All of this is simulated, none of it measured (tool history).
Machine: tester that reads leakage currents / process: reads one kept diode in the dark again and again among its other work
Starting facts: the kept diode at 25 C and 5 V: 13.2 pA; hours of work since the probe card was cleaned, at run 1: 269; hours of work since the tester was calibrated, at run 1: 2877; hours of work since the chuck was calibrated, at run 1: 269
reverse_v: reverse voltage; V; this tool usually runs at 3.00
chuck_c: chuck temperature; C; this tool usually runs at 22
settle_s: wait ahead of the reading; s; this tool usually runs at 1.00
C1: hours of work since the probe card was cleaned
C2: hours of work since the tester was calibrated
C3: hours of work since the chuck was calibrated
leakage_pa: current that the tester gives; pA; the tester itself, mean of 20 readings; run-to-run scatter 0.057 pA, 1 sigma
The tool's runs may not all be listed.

{"run": 1, "hour": 0.0, "reverse_v": 3.0, "chuck_c": 22, "settle_s": 1.0, "C1": 269, "C2": 2877, "C3": 269, "leakage_pa": 9.1}
{"run": 2, "hour": 157.6, "reverse_v": 3.0, "chuck_c": 22, "settle_s": 1.0, "C1": 377, "C2": 2986, "C3": 377, "leakage_pa": 9.07}
{"run": 3, "hour": 349.5, "reverse_v": 3.0, "chuck_c": 22, "settle_s": 0.35, "C1": 509, "C2": 3118, "C3": 509, "leakage_pa": 9.82}
{"run": 4, "hour": 465.2, "reverse_v": 3.0, "chuck_c": 22, "settle_s": 0.35, "C1": 589, "C2": 3197, "C3": 589, "leakage_pa": 9.92}
{"run": 5, "hour": 562.0, "reverse_v": 3.0, "chuck_c": 22, "settle_s": 0.35, "C1": 656, "C2": 3264, "C3": 656, "leakage_pa": 9.85}
{"run": 6, "hour": 684.9, "reverse_v": 3.0, "chuck_c": 22, "settle_s": 0.35, "C1": 740, "C2": 3349, "C3": 740, "leakage_pa": 9.87}
{"run": 7, "hour": 811.1, "reverse_v": 3.0, "chuck_c": 22, "settle_s": 0.35, "C1": 827, "C2": 3435, "C3": 827, "leakage_pa": 9.92}
{"run": 8, "hour": 1001.3, "reverse_v": 3.0, "chuck_c": 38, "settle_s": 0.35, "C1": 958, "C2": 3566, "C3": 958, "leakage_pa": 30.17}
{"run": 9, "hour": 1184.3, "reverse_v": 3.0, "chuck_c": 38, "settle_s": 0.35, "C1": 1084, "C2": 3692, "C3": 1084, "leakage_pa": 30.18}
{"run": 10, "hour": 1355.4, "reverse_v": 3.0, "chuck_c": 22, "settle_s": 1.0, "C1": 1201, "C2": 3810, "C3": 1201, "leakage_pa": 9.12}
{"run": 11, "hour": 1478.2, "reverse_v": 3.0, "chuck_c": 32, "settle_s": 1.0, "C1": 1286, "C2": 3894, "C3": 1286, "leakage_pa": 19.04}
{"hour": 1575.8, "done": "chuck's temperature calibrated"}
{"run": 12, "hour": 1575.8, "reverse_v": 3.0, "chuck_c": 32, "settle_s": 1.0, "C1": 1352, "C2": 3960, "C3": 0, "leakage_pa": 19.12}
{"run": 13, "hour": 1669.8, "reverse_v": 3.0, "chuck_c": 32, "settle_s": 1.0, "C1": 1416, "C2": 4025, "C3": 65, "leakage_pa": 19.08}
{"run": 14, "hour": 1858.2, "reverse_v": 3.0, "chuck_c": 32, "settle_s": 1.0, "C1": 1546, "C2": 4154, "C3": 194, "leakage_pa": 18.98}
{"run": 15, "hour": 2007.4, "reverse_v": 3.0, "chuck_c": 32, "settle_s": 1.0, "C1": 1649, "C2": 4257, "C3": 297, "leakage_pa": 19.11}
{"run": 16, "hour": 2139.8, "reverse_v": 3.0, "chuck_c": 32, "settle_s": 1.0, "C1": 1740, "C2": 4348, "C3": 388, "leakage_pa": 19.01}
{"hour": 2217.1, "done": "tester calibrated"}
{"run": 17, "hour": 2244.6, "reverse_v": 3.0, "chuck_c": 32, "settle_s": 1.0, "C1": 1810, "C2": 19, "C3": 459, "leakage_pa": 19.09}
{"run": 18, "hour": 2421.1, "reverse_v": 3.0, "chuck_c": 32, "settle_s": 1.0, "C1": 1932, "C2": 140, "C3": 580, "leakage_pa": 19.13}
{"run": 19, "hour": 2599.5, "reverse_v": 3.0, "chuck_c": 22, "settle_s": 1.0, "C1": 2055, "C2": 263, "C3": 703, "leakage_pa": 9.12}
{"run": 20, "hour": 2765.6, "reverse_v": 3.0, "chuck_c": 26, "settle_s": 1.0, "C1": 2169, "C2": 377, "C3": 817, "leakage_pa": 12.31}
{"run": 21, "hour": 2926.9, "reverse_v": 3.82, "chuck_c": 26, "settle_s": 3.02, "C1": 2280, "C2": 488, "C3": 928, "leakage_pa": 13.21}
{"run": 22, "hour": 3024.4, "reverse_v": 3.82, "chuck_c": 26, "settle_s": 0.98, "C1": 2347, "C2": 555, "C3": 995, "leakage_pa": 13.51}
{"run": 23, "hour": 3165.2, "reverse_v": 3.82, "chuck_c": 26, "settle_s": 0.98, "C1": 2444, "C2": 652, "C3": 1092, "leakage_pa": 13.57}
{"run": 24, "hour": 3343.8, "reverse_v": 4.61, "chuck_c": 34, "settle_s": 0.98, "C1": 2566, "C2": 775, "C3": 1215, "leakage_pa": 26.15}
{"run": 25, "hour": 3493.7, "reverse_v": 2.08, "chuck_c": 34, "settle_s": 0.98, "C1": 2670, "C2": 878, "C3": 1318, "leakage_pa": 19.08}
{"hour": 3552.7, "done": "chuck's temperature calibrated"}
{"run": 26, "hour": 3638.2, "reverse_v": 3.0, "chuck_c": 29, "settle_s": 0.37, "C1": 2768, "C2": 976, "C3": 59, "leakage_pa": 16.05}
{"run": 27, "hour": 3728.9, "reverse_v": 3.0, "chuck_c": 29, "settle_s": 0.37, "C1": 2830, "C2": 1039, "C3": 121, "leakage_pa": 15.95}
{"run": 28, "hour": 3843.2, "reverse_v": 4.99, "chuck_c": 60, "settle_s": 0.57, "C1": 2909, "C2": 1117, "C3": 200, "leakage_pa": 153.68}
{"run": 29, "hour": 3943.8, "reverse_v": 4.99, "chuck_c": 60, "settle_s": 0.57, "C1": 2978, "C2": 1186, "C3": 269, "leakage_pa": 153.69}
{"run": 30, "hour": 4028.9, "reverse_v": 13.51, "chuck_c": 46, "settle_s": 2.5, "C1": 3036, "C2": 1245, "C3": 328, "leakage_pa": 90.78}
{"run": 31, "hour": 4180.1, "reverse_v": 12.69, "chuck_c": 40, "settle_s": 0.84, "C1": 3140, "C2": 1349, "C3": 432, "leakage_pa": 60.0}
{"run": 32, "hour": 4340.0, "reverse_v": 3.0, "chuck_c": 55, "settle_s": 0.44, "C1": 3250, "C2": 1459, "C3": 542, "leakage_pa": 92.8}
{"run": 33, "hour": 4429.4, "reverse_v": 3.52, "chuck_c": 30, "settle_s": 0.59, "C1": 3312, "C2": 1521, "C3": 603, "leakage_pa": 17.96}
{"hour": 4570.6, "done": "probe card cleaned and baked"}
{"run": 34, "hour": 4616.3, "reverse_v": 3.52, "chuck_c": 30, "settle_s": 0.59, "C1": 31, "C2": 1647, "C3": 730, "leakage_pa": 17.95}
{"run": 35, "hour": 4721.7, "reverse_v": 3.52, "chuck_c": 30, "settle_s": 0.41, "C1": 104, "C2": 1720, "C3": 802, "leakage_pa": 18.3}
{"run": 36, "hour": 4819.5, "reverse_v": 1.76, "chuck_c": 21, "settle_s": 1.45, "C1": 171, "C2": 1787, "C3": 869, "leakage_pa": 6.6}
{"run": 37, "hour": 4917.2, "reverse_v": 2.04, "chuck_c": 49, "settle_s": 0.45, "C1": 238, "C2": 1854, "C3": 937, "leakage_pa": 54.35}
{"run": 38, "hour": 5027.3, "reverse_v": 8.2, "chuck_c": 22, "settle_s": 2.45, "C1": 314, "C2": 1930, "C3": 1012, "leakage_pa": 13.22}
{"run": 39, "hour": 5125.6, "reverse_v": 3.0, "chuck_c": 24, "settle_s": 1.0, "C1": 382, "C2": 1997, "C3": 1080, "leakage_pa": 10.52}

Forecast each of these 4 alternatives for the next run:
{"run": "A", "hour": 5311.0, "reverse_v": 3.0, "chuck_c": 22, "settle_s": 4.56, "C1": 509, "C2": 2125, "C3": 1208, "leakage_pa": "?"}
{"run": "B", "hour": 5311.0, "reverse_v": 8.92, "chuck_c": 51, "settle_s": 1.0, "C1": 509, "C2": 2125, "C3": 1208, "leakage_pa": "?"}
{"run": "C", "hour": 5311.0, "reverse_v": 3.0, "chuck_c": 24, "settle_s": 3.02, "C1": 509, "C2": 2125, "C3": 1208, "leakage_pa": "?"}
{"run": "D", "hour": 5311.0, "reverse_v": 17.0, "chuck_c": 21, "settle_s": 1.1, "C1": 509, "C2": 2125, "C3": 1208, "leakage_pa": "?"}

run=A leakage_pa=8.78
run=B leakage_pa=108.50
run=C leakage_pa=10.21
run=D leakage_pa=17.76
The same runs, with their run-to-run variation unchanged, on a tool lacking any hidden condition would have given:
run=A leakage_pa=8.77
run=B leakage_pa=108.47
run=C leakage_pa=10.20
run=D leakage_pa=17.74

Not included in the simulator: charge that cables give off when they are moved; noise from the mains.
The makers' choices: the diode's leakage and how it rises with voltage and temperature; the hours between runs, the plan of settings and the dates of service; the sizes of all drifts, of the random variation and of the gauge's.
